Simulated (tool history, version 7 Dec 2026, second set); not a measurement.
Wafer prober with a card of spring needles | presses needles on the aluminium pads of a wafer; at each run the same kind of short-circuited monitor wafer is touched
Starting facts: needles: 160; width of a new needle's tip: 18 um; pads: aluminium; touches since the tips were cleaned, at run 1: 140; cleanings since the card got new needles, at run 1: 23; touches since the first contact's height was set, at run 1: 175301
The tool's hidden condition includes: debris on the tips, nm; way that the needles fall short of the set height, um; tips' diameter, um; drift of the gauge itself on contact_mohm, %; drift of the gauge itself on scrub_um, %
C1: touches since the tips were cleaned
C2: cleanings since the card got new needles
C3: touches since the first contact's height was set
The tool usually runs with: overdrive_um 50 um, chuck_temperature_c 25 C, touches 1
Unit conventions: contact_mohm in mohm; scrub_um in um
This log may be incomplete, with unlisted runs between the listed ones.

Run 1, day 0: usual settings; C1 140; C2 23; C3 175301. Result: contact_mohm 299 mohm, scrub_um 7.19 um.
Run 2, day 0.392: usual settings; C1 3562; C2 23; C3 178723. Result: contact_mohm 362 mohm, scrub_um 7.18 um.
At day 0.8: tips cleaned on abrasive film.
At day 0.942: height of the first contact set anew.
Run 3, day 0.942: usual settings; C1 1120; C2 24; C3 0. Result: contact_mohm 313 mohm, scrub_um 7.02 um.
Run 4, day 1.225: usual settings; C1 3595; C2 24; C3 2475. Result: contact_mohm 356 mohm, scrub_um 7.06 um.
Run 5, day 1.604: usual settings; C1 6873; C2 24; C3 5753. Result: contact_mohm 391 mohm, scrub_um 7.1 um.
At day 1.633: tips cleaned on abrasive film.
Run 6, day 2.025: usual settings; C1 3393; C2 25; C3 9381. Result: contact_mohm 364 mohm, scrub_um 7.05 um.
Run 7, day 2.371: usual settings; C1 6411; C2 25; C3 12399. Result: contact_mohm 389 mohm, scrub_um 7.07 um.
At day 2.475: tips cleaned on abrasive film.
Run 8, day 2.688: usual settings; C1 1866; C2 26; C3 15120. Result: contact_mohm 334 mohm, scrub_um 7.05 um.
At day 3.283: tips cleaned on abrasive film.
Run 9, day 3.283: usual settings but chuck_temperature_c 60 C; C1 0; C2 27; C3 20260. Result: contact_mohm 296 mohm, scrub_um 7.02 um.
At day 3.671: height of the first contact set anew, once more.
Run 10, day 3.879: usual settings; C1 5079; C2 27; C3 1807. Result: contact_mohm 367 mohm, scrub_um 7.46 um.
At day 4.117: tips cleaned on abrasive film.
Run 11, day 4.358: usual settings; C1 2106; C2 28; C3 5932. Result: contact_mohm 334 mohm, scrub_um 7.5 um.
Run 12, day 4.858: usual settings; C1 6447; C2 28; C3 10273. Result: contact_mohm 369 mohm, scrub_um 7.48 um.
At day 4.925: tips cleaned on abrasive film.
Run 13, day 5.358: usual settings but chuck_temperature_c 28 C; C1 3786; C2 29; C3 14614. Result: contact_mohm 360 mohm, scrub_um 7.51 um.
Run 14, day 5.638: usual settings but chuck_temperature_c 28 C; C1 6213; C2 29; C3 17041. Result: contact_mohm 376 mohm, scrub_um 7.4 um.
At day 5.762: tips cleaned on abrasive film.
Run 15, day 6.062: usual settings; C1 2607; C2 30; C3 20703. Result: contact_mohm 348 mohm, scrub_um 7.39 um.
Run 16, day 6.404: usual settings but chuck_temperature_c 44 C; C1 5547; C2 30; C3 23643. Result: contact_mohm 375 mohm, scrub_um 7.51 um.
At day 6.575: tips cleaned on abrasive film.
Run 17, day 6.658: usual settings but chuck_temperature_c 44 C; C1 715; C2 31; C3 25825. Result: contact_mohm 314 mohm, scrub_um 7.5 um.
Run 18, day 7.15: usual settings but chuck_temperature_c 44 C; C1 5009; C2 31; C3 30119. Result: contact_mohm 373 mohm, scrub_um 7.48 um.
At day 7.412: tips cleaned on abrasive film.
Run 19, day 7.488: usual settings but overdrive_um 45 um, chuck_temperature_c 51 C; C1 674; C2 32; C3 33020. Result: contact_mohm 316 mohm, scrub_um 6.68 um.
Run 20, day 7.829: usual settings but overdrive_um 33 um, chuck_temperature_c 82 C, touches 3; C1 3620; C2 32; C3 35966. Result: contact_mohm 360 mohm, scrub_um 4.89 um.
At day 8.221: tips cleaned on abrasive film.
Run 21, day 8.329: usual settings but overdrive_um 35 um, chuck_temperature_c 40 C; C1 935; C2 33; C3 40284. Result: contact_mohm 350 mohm, scrub_um 5.18 um.
Run 22, day 8.829: usual settings but overdrive_um 43 um, chuck_temperature_c 53 C, touches 2; C1 5282; C2 33; C3 44631. Result: contact_mohm 363 mohm, scrub_um 6.35 um.
At day 9.058: tips cleaned on abrasive film.
Run 23, day 9.421: usual settings but overdrive_um 43 um, chuck_temperature_c 53 C, touches 2; C1 3127; C2 34; C3 49745. Result: contact_mohm 349 mohm, scrub_um 6.35 um.
At day 9.892: tips cleaned on abrasive film.
Run 24, day 9.942: usual settings but overdrive_um 43 um, chuck_temperature_c 60 C; C1 426; C2 35; C3 54249. Result: contact_mohm 324 mohm, scrub_um 6.35 um.
Run 25, day 10.512: usual settings but chuck_temperature_c 26 C, touches 2; C1 5388; C2 35; C3 59211. Result: contact_mohm 339 mohm, scrub_um 7.45 um.
At day 10.729: tips cleaned on abrasive film.
Run 26, day 10.988: usual settings but chuck_temperature_c 29 C; C1 2259; C2 36; C3 63312. Result: contact_mohm 336 mohm, scrub_um 7.38 um.
Run 27, day 11.458: usual settings but overdrive_um 31 um, chuck_temperature_c 79 C; C1 6352; C2 36; C3 67405. Result: contact_mohm 528 mohm, scrub_um 4.52 um.
At day 11.583: tips cleaned on abrasive film.
Run 28, day 11.958: usual settings but overdrive_um 47 um, chuck_temperature_c 50 C; C1 3285; C2 37; C3 71721. Result: contact_mohm 370 mohm, scrub_um 6.88 um.
Run 29, day 12.333: usual settings but chuck_temperature_c 33 C; C1 6539; C2 37; C3 74975. Result: contact_mohm 382 mohm, scrub_um 7.37 um.
At day 12.408: tips cleaned on abrasive film.
Run 30, day 12.908: usual settings but chuck_temperature_c 115 C; C1 4360; C2 38; C3 79941. Result: contact_mohm 382 mohm, scrub_um 7.39 um.
At day 13.238: tips cleaned on abrasive film.
Run 31, day 13.246: usual settings but overdrive_um 66 um, chuck_temperature_c 76 C; C1 78; C2 39; C3 82854. Result: contact_mohm 300 mohm, scrub_um 9.68 um.
Run 32, day 13.496: usual settings but overdrive_um 35 um, chuck_temperature_c 30 C, touches 2; C1 2247; C2 39; C3 85023. Result: contact_mohm 363 mohm, scrub_um 5.1 um.
Run 33, day 13.954: usual settings but chuck_temperature_c 110 C, touches 2; C1 6230; C2 39; C3 89006. Result: contact_mohm 364 mohm, scrub_um 7.32 um.

How the hidden state differs across the entries between the runs, from the last listed run before each to the first after it:
Run 2 -> run 3: tips cleaned on abrasive film (day 0.8); height of the first contact set anew (day 0.942)
  debris on the tips, nm: 66.8 -> 29.4; way that the needles fall short of the set height, um: 1.79 -> 2.8; tips' diameter, um: 18.63 -> 18.66
  difference, measured minus the result without the unlogged condition, contact_mohm: +84 -> +38 mohm; scrub_um: -0.27 -> -0.42 um
Run 5 -> run 6: tips cleaned on abrasive film (day 1.633)
  debris on the tips, nm: 83 -> 65.1; way that the needles fall short of the set height, um: 2.8 -> 2.86; tips' diameter, um: 18.66 -> 18.68
  difference, measured minus the result without the unlogged condition, contact_mohm: +109 -> +86 mohm; scrub_um: -0.42 -> -0.43 um
Run 7 -> run 8: tips cleaned on abrasive film (day 2.475)
  debris on the tips, nm: 84.2 -> 42.7; way that the needles fall short of the set height, um: 2.86 -> 2.94; tips' diameter, um: 18.68 -> 18.71
  difference, measured minus the result without the unlogged condition, contact_mohm: +110 -> +57 mohm; scrub_um: -0.43 -> -0.44 um
Run 8 -> run 9: tips cleaned on abrasive film (day 3.283)
  debris on the tips, nm: 42.7 -> 3.4; way that the needles fall short of the set height, um: 2.94 -> 3; tips' diameter, um: 18.71 -> 18.73
  difference, measured minus the result without the unlogged condition, contact_mohm: +57 -> +6 mohm; scrub_um: -0.44 -> -0.45 um
Run 9 -> run 10: height of the first contact set anew, once more (day 3.671)
  debris on the tips, nm: 3.4 -> 75.6; way that the needles fall short of the set height, um: 3 -> 0
  difference, measured minus the result without the unlogged condition, contact_mohm: +6 -> +88 mohm; scrub_um: -0.45 -> +0 um
Run 10 -> run 11: tips cleaned on abrasive film (day 4.117)
  debris on the tips, nm: 75.6 -> 46.5; way that the needles fall short of the set height, um: 0 -> 0.08; tips' diameter, um: 18.73 -> 18.76
  difference, measured minus the result without the unlogged condition, contact_mohm: +88 -> +55 mohm; scrub_um: +0 -> -0.01 um
Run 12 -> run 13: tips cleaned on abrasive film (day 4.925)
  debris on the tips, nm: 82.7 -> 66.4; way that the needles fall short of the set height, um: 0.08 -> 0.15; tips' diameter, um: 18.76 -> 18.78
  difference, measured minus the result without the unlogged condition, contact_mohm: +96 -> +79 mohm; scrub_um: -0.01 -> -0.02 um
Run 14 -> run 15: tips cleaned on abrasive film (day 5.762)
  debris on the tips, nm: 82.8 -> 56.2; way that the needles fall short of the set height, um: 0.15 -> 0.24; tips' diameter, um: 18.78 -> 18.81
  difference, measured minus the result without the unlogged condition, contact_mohm: +97 -> +67 mohm; scrub_um: -0.02 -> -0.04 um
Run 16 -> run 17: tips cleaned on abrasive film (day 6.575)
  debris on the tips, nm: 79.6 -> 24.8; way that the needles fall short of the set height, um: 0.24 -> 0.29; tips' diameter, um: 18.81 -> 18.83
  difference, measured minus the result without the unlogged condition, contact_mohm: +91 -> +30 mohm; scrub_um: -0.03 -> -0.05 um
Run 18 -> run 19: tips cleaned on abrasive film (day 7.412)
  debris on the tips, nm: 74.7 -> 21.3; way that the needles fall short of the set height, um: 0.29 -> 0.38; tips' diameter, um: 18.83 -> 18.86
  difference, measured minus the result without the unlogged condition, contact_mohm: +86 -> +30 mohm; scrub_um: -0.04 -> -0.05 um
Run 20 -> run 21: tips cleaned on abrasive film (day 8.221)
  debris on the tips, nm: 64.4 -> 25.5; way that the needles fall short of the set height, um: 0.38 -> 0.44; tips' diameter, um: 18.86 -> 18.88
  difference, measured minus the result without the unlogged condition, contact_mohm: +54 -> +58 mohm; scrub_um: -0.05 -> -0.07 um
Run 22 -> run 23: tips cleaned on abrasive film (day 9.058)
  debris on the tips, nm: 78 -> 62.4; way that the needles fall short of the set height, um: 0.44 -> 0.52; tips' diameter, um: 18.88 -> 18.91
  difference, measured minus the result without the unlogged condition, contact_mohm: +71 -> +58 mohm; scrub_um: -0.06 -> -0.07 um
Run 23 -> run 24: tips cleaned on abrasive film (day 9.892)
  debris on the tips, nm: 62.4 -> 20.7; way that the needles fall short of the set height, um: 0.52 -> 0.59; tips' diameter, um: 18.91 -> 18.94
  difference, measured minus the result without the unlogged condition, contact_mohm: +58 -> +32 mohm; scrub_um: -0.07 -> -0.09 um
Run 25 -> run 26: tips cleaned on abrasive film (day 10.729)
  debris on the tips, nm: 79.9 -> 51.1; way that the needles fall short of the set height, um: 0.59 -> 0.65; tips' diameter, um: 18.94 -> 18.96
  difference, measured minus the result without the unlogged condition, contact_mohm: +59 -> +62 mohm; scrub_um: -0.09 -> -0.09 um
Run 27 -> run 28: tips cleaned on abrasive film (day 11.583)
  debris on the tips, nm: 83.8 -> 63.9; way that the needles fall short of the set height, um: 0.65 -> 0.72; tips' diameter, um: 18.96 -> 18.98
  difference, measured minus the result without the unlogged condition, contact_mohm: +222 -> +84 mohm; scrub_um: -0.1 -> -0.11 um
Run 29 -> run 30: tips cleaned on abrasive film (day 12.408)
  debris on the tips, nm: 84.5 -> 70.6; way that the needles fall short of the set height, um: 0.72 -> 0.82; tips' diameter, um: 18.98 -> 19.02
  difference, measured minus the result without the unlogged condition, contact_mohm: +102 -> +76 mohm; scrub_um: -0.1 -> -0.12 um
Run 30 -> run 31: tips cleaned on abrasive film (day 13.238)
  debris on the tips, nm: 70.6 -> 8.6; way that the needles fall short of the set height, um: 0.82 -> 0.91; tips' diameter, um: 19.02 -> 19.05
  difference, measured minus the result without the unlogged condition, contact_mohm: +76 -> +7 mohm; scrub_um: -0.12 -> -0.14 um
